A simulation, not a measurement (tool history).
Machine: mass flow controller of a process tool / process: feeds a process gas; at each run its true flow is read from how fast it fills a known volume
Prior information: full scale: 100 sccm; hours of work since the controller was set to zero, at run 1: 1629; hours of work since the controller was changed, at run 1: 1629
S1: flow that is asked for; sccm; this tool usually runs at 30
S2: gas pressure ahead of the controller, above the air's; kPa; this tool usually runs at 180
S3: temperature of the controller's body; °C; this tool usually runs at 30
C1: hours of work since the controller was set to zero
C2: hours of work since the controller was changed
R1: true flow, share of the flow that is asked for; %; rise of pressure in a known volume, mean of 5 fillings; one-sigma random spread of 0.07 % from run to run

| run | day | S1 | S2 | S3 | C1 | C2 | R1 |
|---|---|---|---|---|---|---|---|
| 1 | 0.000 | 30 | 180 | 30 | 1629 | 1629 | 98.82 |
| 2 | 8.867 | 30 | 180 | 30 | 1748 | 1748 | 98.80 |
| 3 | 17.546 | 30 | 180 | 30 | 1864 | 1864 | 98.59 |
| 4 | 27.079 | 30 | 180 | 30 | 1992 | 1992 | 98.88 |
| 5 | 42.146 | 30 | 180 | 30 | 2193 | 2193 | 98.70 |
| 6 | 51.446 | 30 | 180 | 30 | 2318 | 2318 | 98.82 |
| 7 | 68.962 | 18 | 180 | 30 | 2552 | 2552 | 98.51 |
| 8 | 78.450 | 21 | 145 | 21 | 2679 | 2679 | 98.97 |
| 9 | 92.554 | 28 | 195 | 21 | 2868 | 2868 | 98.96 |
| 10 | 107.162 | 28 | 195 | 21 | 3063 | 3063 | 98.87 |
| 11 | 119.021 | 12 | 169 | 20 | 3222 | 3222 | 98.82 |
| 12 | 134.879 | 20 | 180 | 32 | 3434 | 3434 | 98.49 |
| 13 | 144.558 | 74 | 204 | 31 | 3563 | 3563 | 99.32 |

Forecast each of these 4 alternatives for the next run:
| A | 153.333 | 30 | 180 | 20 | 3681 | 3681 | ? |
| B | 153.333 | 37 | 215 | 40 | 3681 | 3681 | ? |
| C | 153.333 | 46 | 204 | 31 | 3681 | 3681 | ? |
| D | 153.333 | 30 | 180 | 34 | 3681 | 3681 | ? |

| run | R1 |
|---|---|
| A | 99.05 |
| B | 98.37 |
| C | 98.87 |
| D | 98.61 |
Take away the tool's hidden state, keep each run's random variation, and the runs would have read:
| run | R1 |
|---|---|
| A | 99.04 |
| B | 98.37 |
| C | 98.86 |
| D | 98.60 |

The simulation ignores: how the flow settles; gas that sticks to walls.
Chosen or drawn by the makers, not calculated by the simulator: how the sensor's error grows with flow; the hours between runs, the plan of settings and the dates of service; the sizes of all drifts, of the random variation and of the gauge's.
